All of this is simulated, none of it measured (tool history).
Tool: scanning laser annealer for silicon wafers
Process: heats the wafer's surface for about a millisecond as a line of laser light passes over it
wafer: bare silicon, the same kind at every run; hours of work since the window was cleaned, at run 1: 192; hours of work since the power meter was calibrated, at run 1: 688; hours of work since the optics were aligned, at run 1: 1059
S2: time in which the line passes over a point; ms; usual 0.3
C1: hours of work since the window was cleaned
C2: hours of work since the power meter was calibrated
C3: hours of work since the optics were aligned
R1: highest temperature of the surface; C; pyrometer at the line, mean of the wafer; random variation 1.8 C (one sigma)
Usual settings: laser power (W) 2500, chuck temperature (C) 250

Run 1, hour 0: usual settings; C1 192; C2 688; C3 1059. Result: R1 1082 C.
At hour 22.5: optics aligned, line set to its width.
Run 2, hour 28.8: usual settings; C1 204; C2 700; C3 3. Result: R1 1076 C.
Run 3, hour 56.7: usual settings; C1 218; C2 714; C3 17. Result: R1 1080 C.
Run 4, hour 73.8: usual settings; C1 227; C2 723; C3 26. Result: R1 1078 C.
Run 5, hour 92.9: usual settings; C1 236; C2 733; C3 36. Result: R1 1078 C.
Run 6, hour 123.3: usual settings; C1 252; C2 748; C3 51. Result: R1 1078 C.
Run 7, hour 160.1: usual settings but laser power (W) 2563; C1 270; C2 767; C3 70. Result: R1 1102 C.
Run 8, hour 188.7: usual settings; C1 285; C2 781; C3 84. Result: R1 1081 C.
Run 9, hour 210.3: usual settings; C1 296; C2 792; C3 95. Result: R1 1075 C.
Run 10, hour 243.2: usual settings but chuck temperature (C) 241; C1 312; C2 809; C3 112. Result: R1 1069 C.
Run 11, hour 263.2: usual settings but chuck temperature (C) 220; C1 322; C2 819; C3 122. Result: R1 1046 C.
Run 12, hour 287.7: usual settings but chuck temperature (C) 220; C1 335; C2 831; C3 134. Result: R1 1045 C.
Run 13, hour 308.9: usual settings but laser power (W) 2460, chuck temperature (C) 220; C1 346; C2 842; C3 145. Result: R1 1031 C.
Run 14, hour 350.3: usual settings but laser power (W) 2460, chuck temperature (C) 220; C1 366; C2 863; C3 166. Result: R1 1033 C.
Run 15, hour 374.5: usual settings but laser power (W) 2460, chuck temperature (C) 220; C1 379; C2 875; C3 178. Result: R1 1033 C.
Run 16, hour 392.7: usual settings but laser power (W) 2460, chuck temperature (C) 220; C1 388; C2 884; C3 187. Result: R1 1031 C.
Run 17, hour 428.1: usual settings but laser power (W) 2460, chuck temperature (C) 220; C1 406; C2 902; C3 205. Result: R1 1029 C.
Run 18, hour 453.4: usual settings; C1 419; C2 915; C3 218. Result: R1 1078 C.
Run 19, hour 472.8: usual settings; C1 428; C2 925; C3 228. Result: R1 1077 C.
Run 20, hour 492.6: usual settings; C1 438; C2 935; C3 238. Result: R1 1075 C.
Run 21, hour 530.2: usual settings; C1 457; C2 954; C3 257. Result: R1 1074 C.
Run 22, hour 560.4: usual settings but laser power (W) 2314, S2 0.231 ms, chuck temperature (C) 260; C1 473; C2 969; C3 272. Result: R1 914 C.
Run 23, hour 595.3: usual settings but laser power (W) 2314, S2 0.231 ms, chuck temperature (C) 260; C1 490; C2 987; C3 290. Result: R1 913 C.
Run 24, hour 628.3: usual settings but laser power (W) 2314, S2 0.231 ms, chuck temperature (C) 260; C1 507; C2 1003; C3 306. Result: R1 915 C.
Run 25, hour 668.7: usual settings but S2 0.327 ms, chuck temperature (C) 224; C1 527; C2 1024; C3 327. Result: R1 1088 C.
Run 26, hour 699.5: usual settings but S2 0.327 ms, chuck temperature (C) 224; C1 543; C2 1039; C3 342. Result: R1 1087 C.
At hour 734.4: window over the wafer cleaned.
Run 27, hour 735.7: usual settings but laser power (W) 2342; C1 1; C2 1057; C3 360. Result: R1 1014 C.
Run 28, hour 764.8: usual settings but laser power (W) 2498, S2 0.246 ms; C1 15; C2 1071; C3 374. Result: R1 996 C.
Run 29, hour 789.9: usual settings but laser power (W) 2498, S2 0.246 ms; C1 28; C2 1084; C3 387. Result: R1 995 C.
Run 30, hour 823.6: usual settings but S2 0.27 ms, chuck temperature (C) 229; C1 45; C2 1101; C3 404. Result: R1 1010 C.
Run 31, hour 847.1: usual settings but laser power (W) 2171, chuck temperature (C) 284; C1 57; C2 1113; C3 416. Result: R1 975 C.
Run 32, hour 866.6: usual settings but laser power (W) 2166, S2 0.271 ms, chuck temperature (C) 224; C1 67; C2 1123; C3 426. Result: R1 880 C.
Run 33, hour 893.2: usual settings but laser power (W) 2602, chuck temperature (C) 247; C1 80; C2 1136; C3 439. Result: R1 1118 C.
Run 34, hour 926.5: usual settings but laser power (W) 2602, chuck temperature (C) 247; C1 97; C2 1153; C3 456. Result: R1 1116 C.
Run 35, hour 949.5: usual settings but laser power (W) 2602, chuck temperature (C) 247; C1 109; C2 1165; C3 468. Result: R1 1117 C.
Run 36, hour 970: usual settings but laser power (W) 2161, chuck temperature (C) 248; C1 119; C2 1175; C3 478. Result: R1 940 C.
Run 37, hour 987.1: usual settings but laser power (W) 2161, chuck temperature (C) 248; C1 128; C2 1184; C3 487. Result: R1 937 C.
Run 38, hour 1012: usual settings but laser power (W) 2161, S2 0.35 ms, chuck temperature (C) 232; C1 140; C2 1196; C3 499. Result: R1 981 C.
Run 39, hour 1053.2: usual settings but laser power (W) 2161, S2 0.35 ms, chuck temperature (C) 232; C1 161; C2 1217; C3 520. Result: R1 981 C.
Run 40, hour 1072.4: usual settings but laser power (W) 2377, S2 0.35 ms, chuck temperature (C) 226; C1 171; C2 1227; C3 530. Result: R1 1068 C.
Run 41, hour 1104: usual settings but laser power (W) 2271, S2 0.35 ms, chuck temperature (C) 226; C1 187; C2 1243; C3 546. Result: R1 1028 C.
Run 42, hour 1135.8: usual settings but laser power (W) 2426, S2 0.291 ms, chuck temperature (C) 226; C1 203; C2 1259; C3 562. Result: R1 1011 C.

3 ways to go on from here, each from the tool as it stands after run 42. What would each give?
Run A, hour 1154.7: usual settings but laser power (W) 2395, S2 0.304 ms, chuck temperature (C) 287; C1 213; C2 1269; C3 572. Result: R1 ?.
Run B, hour 1154.7: usual settings but laser power (W) 2378, S2 0.217 ms, chuck temperature (C) 278; C1 213; C2 1269; C3 572. Result: R1 ?.
Run C, hour 1154.7: usual settings but S2 0.21 ms; C1 213; C2 1269; C3 572. Result: R1 ?.

run    R1
  A  1076
  B   931
  C   936
Without the tool's hidden state the same runs would have given:
run    R1
  A  1076
  B   931
  C   936
